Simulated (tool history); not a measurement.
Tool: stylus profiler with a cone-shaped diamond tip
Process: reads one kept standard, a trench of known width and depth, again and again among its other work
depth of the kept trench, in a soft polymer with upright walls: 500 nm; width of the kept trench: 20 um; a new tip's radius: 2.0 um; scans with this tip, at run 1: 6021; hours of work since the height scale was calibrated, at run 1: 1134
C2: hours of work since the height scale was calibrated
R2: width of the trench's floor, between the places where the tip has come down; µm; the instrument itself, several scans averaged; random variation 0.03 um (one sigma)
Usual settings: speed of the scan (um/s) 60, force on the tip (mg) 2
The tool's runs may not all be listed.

run 1 hour=0 | speed_of_the_scan_(um/s)=60 force_on_the_tip_(mg)=2 | scans_with_this_tip=6021 C2=1134 | depth_of_the_trench_(Å)=5044.2 R2=16.56
run 2 hour=58.2 | speed_of_the_scan_(um/s)=60 force_on_the_tip_(mg)=2 | scans_with_this_tip=6231 C2=1173 | depth_of_the_trench_(Å)=5042.5 R2=16.51
run 3 hour=105.4 | speed_of_the_scan_(um/s)=60 force_on_the_tip_(mg)=2 | scans_with_this_tip=6402 C2=1205 | depth_of_the_trench_(Å)=5043.8 R2=16.49
-- hour=147 height scale calibrated on a step standard
run 4 hour=190.7 | speed_of_the_scan_(um/s)=60 force_on_the_tip_(mg)=2 | scans_with_this_tip=6708 C2=30 | depth_of_the_trench_(Å)=5064.6 R2=16.48
run 5 hour=228.3 | speed_of_the_scan_(um/s)=60 force_on_the_tip_(mg)=2 | scans_with_this_tip=6844 C2=55 | depth_of_the_trench_(Å)=5067.4 R2=16.46
run 6 hour=294.1 | speed_of_the_scan_(um/s)=60 force_on_the_tip_(mg)=2 | scans_with_this_tip=7081 C2=100 | depth_of_the_trench_(Å)=5065.5 R2=16.44
run 7 hour=374.4 | speed_of_the_scan_(um/s)=60 force_on_the_tip_(mg)=2 | scans_with_this_tip=7371 C2=155 | depth_of_the_trench_(Å)=5061.7 R2=16.42
run 8 hour=418.5 | speed_of_the_scan_(um/s)=60 force_on_the_tip_(mg)=2 | scans_with_this_tip=7531 C2=185 | depth_of_the_trench_(Å)=5061.7 R2=16.42
run 9 hour=484.4 | speed_of_the_scan_(um/s)=60 force_on_the_tip_(mg)=2 | scans_with_this_tip=7768 C2=229 | depth_of_the_trench_(Å)=5060 R2=16.4
run 10 hour=538.9 | speed_of_the_scan_(um/s)=60 force_on_the_tip_(mg)=2 | scans_with_this_tip=7965 C2=267 | depth_of_the_trench_(Å)=5059.2 R2=16.36
run 11 hour=607.3 | speed_of_the_scan_(um/s)=60 force_on_the_tip_(mg)=2 | scans_with_this_tip=8212 C2=313 | depth_of_the_trench_(Å)=5059.6 R2=16.37
run 12 hour=658.7 | speed_of_the_scan_(um/s)=60 force_on_the_tip_(mg)=2 | scans_with_this_tip=8398 C2=348 | depth_of_the_trench_(Å)=5057.1 R2=16.3
run 13 hour=728.2 | speed_of_the_scan_(um/s)=60 force_on_the_tip_(mg)=2 | scans_with_this_tip=8649 C2=395 | depth_of_the_trench_(Å)=5057.9 R2=16.34
run 14 hour=815 | speed_of_the_scan_(um/s)=60 force_on_the_tip_(mg)=2.64 | scans_with_this_tip=8962 C2=454 | depth_of_the_trench_(Å)=5069.9 R2=16.33
run 15 hour=875.5 | speed_of_the_scan_(um/s)=60 force_on_the_tip_(mg)=2.64 | scans_with_this_tip=9181 C2=495 | depth_of_the_trench_(Å)=5069.4 R2=16.3
run 16 hour=957 | speed_of_the_scan_(um/s)=27 force_on_the_tip_(mg)=2 | scans_with_this_tip=9475 C2=551 | depth_of_the_trench_(Å)=5052.5 R2=16.45
run 17 hour=1015.4 | speed_of_the_scan_(um/s)=60 force_on_the_tip_(mg)=5.46 | scans_with_this_tip=9686 C2=591 | depth_of_the_trench_(Å)=5117.7 R2=16.38
run 18 hour=1073.3 | speed_of_the_scan_(um/s)=60 force_on_the_tip_(mg)=2 | scans_with_this_tip=9895 C2=630 | depth_of_the_trench_(Å)=5052.6 R2=16.21
run 19 hour=1116.9 | speed_of_the_scan_(um/s)=60 force_on_the_tip_(mg)=2 | scans_with_this_tip=10053 C2=660 | depth_of_the_trench_(Å)=5052.2 R2=16.23
run 20 hour=1160.7 | speed_of_the_scan_(um/s)=60 force_on_the_tip_(mg)=2 | scans_with_this_tip=10211 C2=689 | depth_of_the_trench_(Å)=5049.2 R2=16.19
run 21 hour=1249.5 | speed_of_the_scan_(um/s)=60 force_on_the_tip_(mg)=2 | scans_with_this_tip=10531 C2=750 | depth_of_the_trench_(Å)=5049.3 R2=16.16
run 22 hour=1321.4 | speed_of_the_scan_(um/s)=60 force_on_the_tip_(mg)=2 | scans_with_this_tip=10791 C2=799 | depth_of_the_trench_(Å)=5047.5 R2=16.21
run 23 hour=1381.5 | speed_of_the_scan_(um/s)=60 force_on_the_tip_(mg)=1.01 | scans_with_this_tip=11008 C2=840 | depth_of_the_trench_(Å)=5022.4 R2=15.99
run 24 hour=1424.5 | speed_of_the_scan_(um/s)=60 force_on_the_tip_(mg)=1.01 | scans_with_this_tip=11163 C2=869 | depth_of_the_trench_(Å)=5021.9 R2=16
run 25 hour=1493.6 | speed_of_the_scan_(um/s)=25 force_on_the_tip_(mg)=0.97 | scans_with_this_tip=11413 C2=916 | depth_of_the_trench_(Å)=5020.9 R2=16.25
run 26 hour=1565.6 | speed_of_the_scan_(um/s)=103 force_on_the_tip_(mg)=2 | scans_with_this_tip=11673 C2=965 | depth_of_the_trench_(Å)=5043.4 R2=15.83
run 27 hour=1648 | speed_of_the_scan_(um/s)=43 force_on_the_tip_(mg)=1.31 | scans_with_this_tip=11970 C2=1021 | depth_of_the_trench_(Å)=5029.1 R2=16.1
run 28 hour=1714 | speed_of_the_scan_(um/s)=43 force_on_the_tip_(mg)=4.86 | scans_with_this_tip=12209 C2=1066 | depth_of_the_trench_(Å)=5092.5 R2=16.21

Run 29 comes next. What will it give?
run 29 hour=1793.5 | speed_of_the_scan_(um/s)=202 force_on_the_tip_(mg)=0.68 | scans_with_this_tip=12496 C2=1120 | depth_of_the_trench_(Å)=? R2=?

{"run 29": {"depth of the trench (Å)": 5007, "R2": 14.56}}
Without the tool's hidden state the same run would have given depth of the trench (Å) 5032.5, R2 15.57 µm.
